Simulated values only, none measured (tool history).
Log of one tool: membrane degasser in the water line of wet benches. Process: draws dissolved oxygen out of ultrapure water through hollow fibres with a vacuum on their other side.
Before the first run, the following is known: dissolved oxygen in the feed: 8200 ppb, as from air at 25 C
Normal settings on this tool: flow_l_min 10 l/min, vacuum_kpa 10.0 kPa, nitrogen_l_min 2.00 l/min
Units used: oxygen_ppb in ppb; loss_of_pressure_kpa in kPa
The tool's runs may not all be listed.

run 1 hour=0.0 | flow_l_min=10 vacuum_kpa=10.0 nitrogen_l_min=2.00 | oxygen_ppb=87.8 loss_of_pressure_kpa=50.10
run 2 hour=97.8 | flow_l_min=10 vacuum_kpa=10.0 nitrogen_l_min=2.00 | oxygen_ppb=89.4 loss_of_pressure_kpa=49.57
run 3 hour=198.0 | flow_l_min=10 vacuum_kpa=22.1 nitrogen_l_min=2.00 | oxygen_ppb=235.8 loss_of_pressure_kpa=49.92
run 4 hour=257.7 | flow_l_min=10 vacuum_kpa=22.1 nitrogen_l_min=2.00 | oxygen_ppb=232.0 loss_of_pressure_kpa=50.14
run 5 hour=324.6 | flow_l_min=10 vacuum_kpa=22.1 nitrogen_l_min=2.00 | oxygen_ppb=232.9 loss_of_pressure_kpa=50.08
run 6 hour=408.5 | flow_l_min=10 vacuum_kpa=9.9 nitrogen_l_min=2.00 | oxygen_ppb=87.8 loss_of_pressure_kpa=50.08
run 7 hour=493.8 | flow_l_min=10 vacuum_kpa=6.2 nitrogen_l_min=1.98 | oxygen_ppb=43.4 loss_of_pressure_kpa=50.24
run 8 hour=552.3 | flow_l_min=10 vacuum_kpa=6.2 nitrogen_l_min=1.98 | oxygen_ppb=43.9 loss_of_pressure_kpa=50.00
run 9 hour=666.2 | flow_l_min=13 vacuum_kpa=13.7 nitrogen_l_min=1.59 | oxygen_ppb=218.6 loss_of_pressure_kpa=65.05
run 10 hour=769.0 | flow_l_min=13 vacuum_kpa=13.7 nitrogen_l_min=1.59 | oxygen_ppb=221.0 loss_of_pressure_kpa=65.07
run 11 hour=845.2 | flow_l_min=6 vacuum_kpa=9.1 nitrogen_l_min=1.59 | oxygen_ppb=58.5 loss_of_pressure_kpa=30.31
run 12 hour=923.3 | flow_l_min=13 vacuum_kpa=8.2 nitrogen_l_min=1.91 | oxygen_ppb=100.2 loss_of_pressure_kpa=65.30

What if the next run were any one of these 5? Each begins from the tool's condition after run 12:
run A hour=990.2 | flow_l_min=7 vacuum_kpa=15.8 nitrogen_l_min=5.21 | oxygen_ppb=? loss_of_pressure_kpa=?
run B hour=990.2 | flow_l_min=8 vacuum_kpa=9.5 nitrogen_l_min=2.00 | oxygen_ppb=? loss_of_pressure_kpa=?
run C hour=990.2 | flow_l_min=10 vacuum_kpa=14.0 nitrogen_l_min=1.00 | oxygen_ppb=? loss_of_pressure_kpa=?
run D hour=990.2 | flow_l_min=13 vacuum_kpa=8.2 nitrogen_l_min=0.83 | oxygen_ppb=? loss_of_pressure_kpa=?
run E hour=990.2 | flow_l_min=8 vacuum_kpa=23.0 nitrogen_l_min=1.91 | oxygen_ppb=? loss_of_pressure_kpa=?

run=A oxygen_ppb=44.2 loss_of_pressure_kpa=34.97
run=B oxygen_ppb=68.2 loss_of_pressure_kpa=40.08
run=C oxygen_ppb=260.4 loss_of_pressure_kpa=50.36
run=D oxygen_ppb=198.0 loss_of_pressure_kpa=65.46
run=E oxygen_ppb=205.8 loss_of_pressure_kpa=40.15
What these runs would have given with no unlogged condition in the tool:
run=A oxygen_ppb=42.0 loss_of_pressure_kpa=34.36
run=B oxygen_ppb=64.0 loss_of_pressure_kpa=39.38
run=C oxygen_ppb=250.4 loss_of_pressure_kpa=49.48
run=D oxygen_ppb=186.1 loss_of_pressure_kpa=64.32
run=E oxygen_ppb=198.6 loss_of_pressure_kpa=39.46

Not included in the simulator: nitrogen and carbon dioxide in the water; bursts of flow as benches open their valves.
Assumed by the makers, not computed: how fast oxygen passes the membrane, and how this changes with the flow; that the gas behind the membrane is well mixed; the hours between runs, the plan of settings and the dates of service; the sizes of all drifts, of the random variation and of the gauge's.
